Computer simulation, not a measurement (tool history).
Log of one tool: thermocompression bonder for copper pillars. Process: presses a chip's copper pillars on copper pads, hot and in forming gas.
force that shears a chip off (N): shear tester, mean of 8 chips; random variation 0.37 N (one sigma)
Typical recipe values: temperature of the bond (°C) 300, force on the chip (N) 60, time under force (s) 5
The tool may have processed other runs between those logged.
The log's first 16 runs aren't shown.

| run | hour | temperature of the bond (°C) | force on the chip (N) | time under force (s) | force that shears a chip off (N) |
|---|---|---|---|---|---|
| 17 | 444.7 | 300 | 75 | 5 | 85.6 |
| 18 | 472.4 | 300 | 75 | 5 | 86 |
| 19 | 502.8 | 300 | 75 | 5 | 85.6 |
| 20 | 536.4 | 300 | 75 | 5 | 85 |
| 21 | 557.7 | 299 | 53 | 5 | 64.1 |
| 22 | 583.8 | 299 | 53 | 5 | 63.3 |
| 23 | 605 | 300 | 60 | 5 | 71.5 |
| 24 | 625.1 | 300 | 60 | 5 | 71.2 |
| 25 | 651.7 | 308 | 50 | 5 | 66.1 |
|  | 658.4 | forming gas filter changed |
| 26 | 669 | 308 | 50 | 5 | 71.4 |

Forecast run 27:
| 27 | 692.5 | 300 | 60 | 5 | ? |

Logged for run 27: force that shears a chip off (N) 75.5.
On a tool with no hidden condition, and with the same random variation, this run would have come out at force that shears a chip off (N) 69.8.
